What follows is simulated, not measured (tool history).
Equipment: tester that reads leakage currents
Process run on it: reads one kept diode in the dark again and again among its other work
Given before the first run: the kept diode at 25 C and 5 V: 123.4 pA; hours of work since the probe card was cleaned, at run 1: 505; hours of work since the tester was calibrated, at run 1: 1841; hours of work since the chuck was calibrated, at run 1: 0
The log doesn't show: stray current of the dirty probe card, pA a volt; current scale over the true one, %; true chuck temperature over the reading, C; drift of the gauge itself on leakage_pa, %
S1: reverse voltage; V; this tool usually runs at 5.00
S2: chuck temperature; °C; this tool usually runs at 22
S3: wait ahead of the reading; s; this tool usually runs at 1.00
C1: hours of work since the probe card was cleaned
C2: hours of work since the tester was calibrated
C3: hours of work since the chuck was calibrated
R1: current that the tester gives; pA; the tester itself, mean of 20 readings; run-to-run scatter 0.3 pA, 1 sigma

run,hour,S1,S2,S3,C1,C2,C3,R1
1,0.0,5.00,22,1.00,505,1841,0,103.89
2,136.6,5.00,22,1.00,599,1935,94,102.41
3,217.3,5.00,22,1.00,654,1990,149,102.01
4,312.6,5.00,22,1.00,720,2056,215,100.97
5,419.2,5.00,22,1.00,793,2129,288,100.92
6,490.2,2.90,22,1.00,842,2178,337,79.60
7,623.4,2.90,22,1.00,934,2269,428,78.90
8,747.0,2.90,22,1.00,1019,2354,513,78.48
9,876.3,2.90,22,1.00,1107,2443,602,77.98
10,958.8,5.00,22,1.00,1164,2500,659,97.54
11,1021.1,5.00,22,1.00,1207,2543,702,97.22
12,1116.1,5.00,22,1.00,1272,2608,767,96.57
13,1228.5,5.00,35,1.00,1349,2685,844,238.67
14,1303.3,5.00,45,4.90,1401,2736,896,460.58
15,1425.2,3.46,29,0.59,1485,2820,979,133.60
# hour 1454.8: chuck's temperature calibrated
16,1519.6,18.22,30,1.55,1548,2884,45,319.93
17,1641.3,18.22,30,1.55,1632,2967,128,320.78
18,1764.8,7.90,46,1.55,1717,3052,213,637.29
19,1878.0,7.90,46,1.55,1794,3130,291,637.19
20,1987.0,11.69,24,0.41,1869,3205,366,179.45
21,2106.9,11.69,24,2.51,1952,3287,448,172.93
22,2219.4,13.18,31,0.56,2029,3365,525,292.17
23,2355.3,1.40,22,2.40,2123,3458,619,58.72
24,2485.8,2.79,27,3.42,2212,3548,709,110.75
25,2558.6,2.79,27,3.42,2262,3598,759,109.18
26,2683.4,11.65,27,3.80,2348,3684,844,203.33

Predict each of these 3 candidate next runs independently; none follows another, all start after run 26:
A,2751.4,11.65,27,2.52,2395,3730,891,?
B,2751.4,18.31,30,0.95,2395,3730,891,?
C,2751.4,11.65,44,2.80,2395,3730,891,?

run,R1
A,204.54
B,306.76
C,610.75
What these runs would have given with no unlogged condition in the tool:
run,R1
A,200.15
B,297.14
C,655.06
